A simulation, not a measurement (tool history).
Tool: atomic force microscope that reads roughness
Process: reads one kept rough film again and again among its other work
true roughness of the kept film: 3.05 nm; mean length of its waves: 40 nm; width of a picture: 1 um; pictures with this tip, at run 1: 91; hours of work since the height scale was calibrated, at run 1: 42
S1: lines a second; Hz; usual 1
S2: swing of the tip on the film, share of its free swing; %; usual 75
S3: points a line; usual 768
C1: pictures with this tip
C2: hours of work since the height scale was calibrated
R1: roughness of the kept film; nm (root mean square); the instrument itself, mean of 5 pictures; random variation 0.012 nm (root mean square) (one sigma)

run,day,S1,S2,S3,C1,C2,R1
1,0,1,75,768,91,42,2.668
2,0.475,1,75,768,111,48,2.639
3,0.783,1,75,768,123,52,2.606
4,1.192,1,75,768,140,58,2.586
# day 1.433: new tip fitted
5,1.596,1,88,768,7,63,2.769
6,2.138,1,88,271,29,70,2.708
7,2.575,1,87,768,47,75,2.71
8,2.812,1,87,768,57,78,2.658
9,3.054,1,87,768,67,82,2.674
10,3.342,0.93,75,768,79,85,2.694
11,3.638,0.93,75,768,91,89,2.681
12,4.108,2.91,75,768,110,95,2.54
13,4.446,2.91,75,768,124,100,2.522
14,5.042,2.91,75,768,148,107,2.49
# day 5.104: new tip fitted
15,5.646,1,67,787,22,115,2.821
16,6.112,3.38,70,801,41,121,2.651
17,6.608,0.89,64,878,62,127,2.74
18,6.858,0.89,64,357,72,131,2.716
19,7.196,0.89,64,357,86,135,2.691
20,7.517,1.23,75,479,99,139,2.649
21,7.825,1.42,75,291,112,143,2.604
22,8.412,1.42,75,291,136,151,2.536

5 ways to go on from here, each from the tool as it stands after run 22. What would each give?
A,8.671,1.12,79,587,146,154,?
B,8.671,2.16,82,790,146,154,?
C,8.671,1,89,768,146,154,?
D,8.671,1,72,768,146,154,?
E,8.671,2.25,60,400,146,154,?

run,R1
A,2.535
B,2.459
C,2.543
D,2.584
E,2.588
Without the tool's hidden state the same runs would have given:
run,R1
A,2.78
B,2.696
C,2.788
D,2.833
E,2.837
